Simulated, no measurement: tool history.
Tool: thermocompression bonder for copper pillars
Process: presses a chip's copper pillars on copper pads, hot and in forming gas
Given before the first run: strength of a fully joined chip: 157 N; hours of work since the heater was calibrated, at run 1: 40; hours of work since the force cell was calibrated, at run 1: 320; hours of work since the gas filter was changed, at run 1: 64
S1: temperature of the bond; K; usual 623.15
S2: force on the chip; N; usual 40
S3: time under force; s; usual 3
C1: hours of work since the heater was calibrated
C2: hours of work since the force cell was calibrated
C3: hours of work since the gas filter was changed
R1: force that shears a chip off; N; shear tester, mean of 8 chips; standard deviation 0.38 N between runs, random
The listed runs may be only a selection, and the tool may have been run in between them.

run,hour,S1,S2,S3,C1,C2,C3,R1
1,0,623.15,40,3,40,320,64,57.3
2,9.1,623.15,40,3,45,324,69,56.6
3,24.1,623.15,40,3,53,332,76,56.7
4,37.2,623.15,40,3,60,339,83,56.6
5,51.5,623.15,40,3,68,347,91,56.3
6,62.8,623.15,40,3,74,353,97,57
7,70.6,597.15,25,3,78,357,101,27.8
8,86.6,646.15,53,3,86,365,109,86.2
9,93.5,646.15,53,3,90,369,113,85.5
10,100.8,623.15,36,5,94,373,117,64.1
11,108.1,611.15,40,6,98,377,121,62.9
12,115.7,630.15,40,3,102,381,125,60.1

Alternative continuations, all from the tool just after run 12; predict every row:
A,125.7,639.15,30,2,107,386,130,?
B,125.7,625.15,58,2,107,386,130,?
C,125.7,630.15,31,3,107,386,130,?

run,R1
A,47.2
B,63.1
C,50.9
What these runs would have given with no unlogged condition in the tool:
run,R1
A,48.5
B,65
C,52.3
